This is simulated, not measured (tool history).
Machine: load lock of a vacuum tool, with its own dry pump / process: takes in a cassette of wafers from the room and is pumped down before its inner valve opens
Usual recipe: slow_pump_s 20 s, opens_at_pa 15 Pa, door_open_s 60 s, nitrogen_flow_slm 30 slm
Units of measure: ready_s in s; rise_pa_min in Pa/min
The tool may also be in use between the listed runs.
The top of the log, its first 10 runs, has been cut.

run      day  slow_pump_s  opens_at_pa  door_open_s  nitrogen_flow_slm  incoming humidity of the room's air, %  ready_s  rise_pa_min
 11   77.746           20           15           60                 30                                    45.3     46.2        0.146
 12   83.925           20           15           60                 30                                    47.5     46.9        0.153
 13   92.408           17           15           60                 30                                      48     43.4        0.162
 14  100.162           17           15           60                 30                                    46.7     44.2        0.159
 15  107.842           17           15           60                 30                                    42.7     43.9         0.16
 16  117.142           17           15           60                 30                                    42.2     43.9        0.164
 17  124.567           17           15           60                 30                                    46.2     44.2        0.182
 18  134.438           17           15           60                 30                                    43.6     44.6        0.181
 19    142.4           17           15           60                 30                                    43.9     44.7         0.18
 20  152.225           17           15           60                 32                                    45.4     44.6        0.178
 21  156.533           17           15           60                 32                                    45.7     44.5        0.183
 22  164.496           17           13           60                 32                                    48.3     45.3        0.197

For run 23, what comes out?
 23  168.992           17           13           60                 32                                    50.1        ?            ?

ready_s: 45.1 s
rise_pa_min: 0.197 Pa/min
Without the tool's hidden state the same run would have given ready_s 40 s, rise_pa_min 0.02 Pa/min.
